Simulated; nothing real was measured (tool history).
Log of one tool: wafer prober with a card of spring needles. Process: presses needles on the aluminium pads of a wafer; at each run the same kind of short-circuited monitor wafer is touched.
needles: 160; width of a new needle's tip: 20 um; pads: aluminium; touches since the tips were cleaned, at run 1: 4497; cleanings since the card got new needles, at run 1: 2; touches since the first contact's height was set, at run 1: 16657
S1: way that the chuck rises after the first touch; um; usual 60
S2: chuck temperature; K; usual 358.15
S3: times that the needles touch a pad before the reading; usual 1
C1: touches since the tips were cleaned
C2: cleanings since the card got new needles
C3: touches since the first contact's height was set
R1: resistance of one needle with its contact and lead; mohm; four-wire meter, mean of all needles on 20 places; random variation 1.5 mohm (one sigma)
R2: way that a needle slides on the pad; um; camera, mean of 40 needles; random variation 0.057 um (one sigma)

| run | hour | S1 | S2 | S3 | C1 | C2 | C3 | R1 | R2 |
|---|---|---|---|---|---|---|---|---|---|
| 1 | 0 | 60 | 358.15 | 1 | 4497 | 2 | 16657 | 315 | 7.3 |
|  | 2.6 | tips cleaned on abrasive film |
| 2 | 13.2 | 60 | 358.15 | 1 | 2596 | 3 | 19865 | 274 | 7.23 |
|  | 23.1 | tips cleaned on abrasive film |
| 3 | 25.9 | 60 | 358.15 | 1 | 681 | 4 | 22935 | 193 | 7.23 |
| 4 | 32.1 | 60 | 358.15 | 1 | 2182 | 4 | 24436 | 263 | 7.31 |
| 5 | 37.8 | 60 | 358.15 | 1 | 3578 | 4 | 25832 | 303 | 7.17 |
|  | 43.4 | tips cleaned on abrasive film |
| 6 | 47.3 | 60 | 358.15 | 1 | 947 | 5 | 28117 | 206 | 7.27 |
| 7 | 57.8 | 60 | 358.15 | 2 | 3529 | 5 | 30699 | 233 | 7.27 |
|  | 63.8 | tips cleaned on abrasive film |
| 8 | 65.4 | 60 | 358.15 | 2 | 399 | 6 | 32518 | 162 | 7.19 |
| 9 | 71.8 | 60 | 358.15 | 3 | 1968 | 6 | 34087 | 178 | 7.21 |
| 10 | 81.9 | 60 | 358.15 | 3 | 4432 | 6 | 36551 | 197 | 7.24 |
|  | 83.2 | height of the first contact set anew |
|  | 84.3 | tips cleaned on abrasive film |
| 11 | 95.4 | 60 | 358.15 | 3 | 2708 | 7 | 2955 | 187 | 7.15 |
| 12 | 100.8 | 60 | 358.15 | 3 | 4027 | 7 | 4274 | 199 | 7.08 |
|  | 105 | tips cleaned on abrasive film |
| 13 | 109.3 | 60 | 358.15 | 1 | 1061 | 8 | 6337 | 209 | 7.23 |
|  | 117 | height of the first contact set anew, once more |
| 14 | 117 | 60 | 358.15 | 1 | 2855 | 8 | 7 | 276 | 7.32 |
| 15 | 124.1 | 60 | 358.15 | 2 | 4592 | 8 | 1744 | 244 | 7.22 |
|  | 125.9 | tips cleaned on abrasive film |
| 16 | 130.6 | 60 | 358.15 | 2 | 1148 | 9 | 3309 | 186 | 7.28 |
| 17 | 137.9 | 60 | 358.15 | 2 | 2933 | 9 | 5094 | 224 | 7.25 |
|  | 146 | tips cleaned on abrasive film |
| 18 | 148.8 | 60 | 354.15 | 1 | 695 | 10 | 7736 | 194 | 7.26 |
| 19 | 155.4 | 49 | 354.15 | 1 | 2287 | 10 | 9328 | 325 | 5.88 |
| 20 | 162.3 | 48 | 361.15 | 1 | 3968 | 10 | 11009 | 395 | 5.92 |
|  | 166.5 | tips cleaned on abrasive film |
| 21 | 169.9 | 60 | 358.15 | 1 | 834 | 11 | 12854 | 194 | 7.21 |
| 22 | 175.8 | 60 | 358.15 | 1 | 2279 | 11 | 14299 | 261 | 7.24 |
|  | 187.4 | tips cleaned on abrasive film |
| 23 | 187.4 | 60 | 358.15 | 2 | 0 | 12 | 17107 | 149 | 7.12 |
| 24 | 197.4 | 67 | 358.15 | 2 | 2436 | 12 | 19543 | 198 | 8.09 |
| 25 | 206.5 | 67 | 358.15 | 2 | 4648 | 12 | 21755 | 221 | 8.07 |
|  | 207.8 | tips cleaned on abrasive film |
| 26 | 212.9 | 60 | 343.15 | 1 | 1243 | 13 | 23289 | 217 | 7.2 |
| 27 | 221.2 | 60 | 343.15 | 1 | 3273 | 13 | 25319 | 289 | 7.23 |
|  | 228.4 | tips cleaned on abrasive film |
| 28 | 233.2 | 60 | 343.15 | 1 | 1169 | 14 | 28219 | 219 | 7.15 |
| 29 | 241.3 | 60 | 354.15 | 1 | 3157 | 14 | 30207 | 296 | 7.2 |
|  | 249 | tips cleaned on abrasive film |
| 30 | 251.1 | 60 | 354.15 | 1 | 502 | 15 | 32570 | 191 | 7.16 |
| 31 | 263.6 | 60 | 354.15 | 1 | 3543 | 15 | 35611 | 312 | 7.24 |
|  | 269.2 | tips cleaned on abrasive film |
| 32 | 271.6 | 60 | 354.15 | 1 | 590 | 16 | 37545 | 188 | 7.09 |
| 33 | 284.5 | 60 | 354.15 | 1 | 3752 | 16 | 40707 | 303 | 7.18 |
|  | 290.3 | tips cleaned on abrasive film |
| 34 | 295.3 | 58 | 391.15 | 1 | 1218 | 17 | 43300 | 227 | 6.93 |

Forecast each of these 3 alternatives for the next run:
| A | 305.2 | 73 | 391.15 | 1 | 3640 | 17 | 45722 | ? | ? |
| B | 305.2 | 60 | 374.15 | 1 | 3640 | 17 | 45722 | ? | ? |
| C | 305.2 | 60 | 396.15 | 1 | 3640 | 17 | 45722 | ? | ? |

| run | R1 | R2 |
|---|---|---|
| A | 248 | 8.75 |
| B | 302 | 7.16 |
| C | 301 | 7.14 |
Without the tool's hidden state the same runs would have given:
| run | R1 | R2 |
|---|---|---|
| A | 137 | 8.87 |
| B | 137 | 7.28 |
| C | 142 | 7.26 |
